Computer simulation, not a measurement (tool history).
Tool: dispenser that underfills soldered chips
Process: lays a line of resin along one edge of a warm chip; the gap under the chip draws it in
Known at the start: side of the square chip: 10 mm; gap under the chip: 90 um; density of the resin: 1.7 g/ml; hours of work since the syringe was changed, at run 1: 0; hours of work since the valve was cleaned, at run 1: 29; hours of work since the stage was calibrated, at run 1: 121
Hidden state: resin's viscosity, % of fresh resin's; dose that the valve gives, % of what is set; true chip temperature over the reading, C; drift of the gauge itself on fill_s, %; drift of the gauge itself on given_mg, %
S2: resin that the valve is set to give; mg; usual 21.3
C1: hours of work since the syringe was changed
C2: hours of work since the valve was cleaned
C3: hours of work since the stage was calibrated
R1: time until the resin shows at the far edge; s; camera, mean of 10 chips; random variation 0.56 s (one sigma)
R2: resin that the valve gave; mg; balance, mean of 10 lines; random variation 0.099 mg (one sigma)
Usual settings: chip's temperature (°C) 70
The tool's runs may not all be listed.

{"run": 1, "hour": 0.0, "chip's temperature (°C)": 70, "S2": 21.3, "C1": 0, "C2": 29, "C3": 121, "R1": 50.8, "R2": 20.8}
{"run": 2, "hour": 8.9, "chip's temperature (°C)": 70, "S2": 21.3, "C1": 7, "C2": 35, "C3": 127, "R1": 76.5, "R2": 20.85}
{"run": 3, "hour": 12.8, "chip's temperature (°C)": 70, "S2": 21.3, "C1": 9, "C2": 38, "C3": 130, "R1": 94.0, "R2": 20.82}
{"hour": 14.7, "done": "new syringe of resin"}
{"run": 4, "hour": 17.2, "chip's temperature (°C)": 70, "S2": 21.3, "C1": 2, "C2": 41, "C3": 133, "R1": 54.7, "R2": 20.77}
{"run": 5, "hour": 24.7, "chip's temperature (°C)": 70, "S2": 21.3, "C1": 7, "C2": 47, "C3": 138, "R1": 79.5, "R2": 20.61}
{"hour": 29.8, "done": "new syringe of resin"}
{"run": 6, "hour": 30.1, "chip's temperature (°C)": 70, "S2": 21.3, "C1": 0, "C2": 50, "C3": 142, "R1": 51.6, "R2": 20.51}
{"run": 7, "hour": 36.4, "chip's temperature (°C)": 75, "S2": 21.3, "C1": 5, "C2": 55, "C3": 146, "R1": 56.3, "R2": 20.44}
{"hour": 38.0, "done": "dispensing valve cleaned and set on the balance"}
{"hour": 46.5, "done": "new syringe of resin"}
{"run": 8, "hour": 46.7, "chip's temperature (°C)": 70, "S2": 21.3, "C1": 0, "C2": 6, "C3": 153, "R1": 49.6, "R2": 21.3}
{"run": 9, "hour": 50.4, "chip's temperature (°C)": 70, "S2": 21.3, "C1": 3, "C2": 9, "C3": 156, "R1": 59.7, "R2": 21.12}
{"run": 10, "hour": 54.1, "chip's temperature (°C)": 73, "S2": 21.8, "C1": 5, "C2": 11, "C3": 158, "R1": 63.1, "R2": 21.61}
{"hour": 61.5, "done": "new syringe of resin"}
{"run": 11, "hour": 62.9, "chip's temperature (°C)": 73, "S2": 21.8, "C1": 1, "C2": 17, "C3": 164, "R1": 46.7, "R2": 21.57}
{"run": 12, "hour": 69.0, "chip's temperature (°C)": 65, "S2": 22.2, "C1": 5, "C2": 22, "C3": 169, "R1": 90.5, "R2": 21.96}
{"run": 13, "hour": 73.8, "chip's temperature (°C)": 69, "S2": 26.0, "C1": 9, "C2": 25, "C3": 172, "R1": 93.7, "R2": 25.4}
{"hour": 76.5, "done": "new syringe of resin"}
{"run": 14, "hour": 82.0, "chip's temperature (°C)": 57, "S2": 22.5, "C1": 4, "C2": 31, "C3": 178, "R1": 117.9, "R2": 22.04}
{"run": 15, "hour": 90.5, "chip's temperature (°C)": 67, "S2": 24.0, "C1": 10, "C2": 37, "C3": 184, "R1": 111.9, "R2": 23.31}

Forecast each of these 5 alternatives for the next run:
{"hour": 91.8, "done": "new syringe of resin"}
{"run": "A", "hour": 97.7, "chip's temperature (°C)": 75, "S2": 18.7, "C1": 4, "C2": 42, "C3": 189, "R1": "?", "R2": "?"}
{"hour": 91.8, "done": "new syringe of resin"}
{"run": "B", "hour": 97.7, "chip's temperature (°C)": 71, "S2": 20.5, "C1": 4, "C2": 42, "C3": 189, "R1": "?", "R2": "?"}
{"hour": 91.8, "done": "new syringe of resin"}
{"run": "C", "hour": 97.7, "chip's temperature (°C)": 67, "S2": 22.4, "C1": 4, "C2": 42, "C3": 189, "R1": "?", "R2": "?"}
{"hour": 91.8, "done": "new syringe of resin"}
{"run": "D", "hour": 97.7, "chip's temperature (°C)": 80, "S2": 25.0, "C1": 4, "C2": 42, "C3": 189, "R1": "?", "R2": "?"}
{"hour": 91.8, "done": "new syringe of resin"}
{"run": "E", "hour": 97.7, "chip's temperature (°C)": 58, "S2": 21.8, "C1": 4, "C2": 42, "C3": 189, "R1": "?", "R2": "?"}

run=A R1=56.6 R2=18.13
run=B R1=65.5 R2=19.83
run=C R1=76.8 R2=21.78
run=D R1=43.1 R2=24.23
run=E R1=114.3 R2=20.96
Without the tool's hidden state the same runs would have given:
run=A R1=39.7 R2=18.67
run=B R1=46.2 R2=20.42
run=C R1=54.2 R2=22.43
run=D R1=30.7 R2=24.95
run=E R1=80.3 R2=21.58

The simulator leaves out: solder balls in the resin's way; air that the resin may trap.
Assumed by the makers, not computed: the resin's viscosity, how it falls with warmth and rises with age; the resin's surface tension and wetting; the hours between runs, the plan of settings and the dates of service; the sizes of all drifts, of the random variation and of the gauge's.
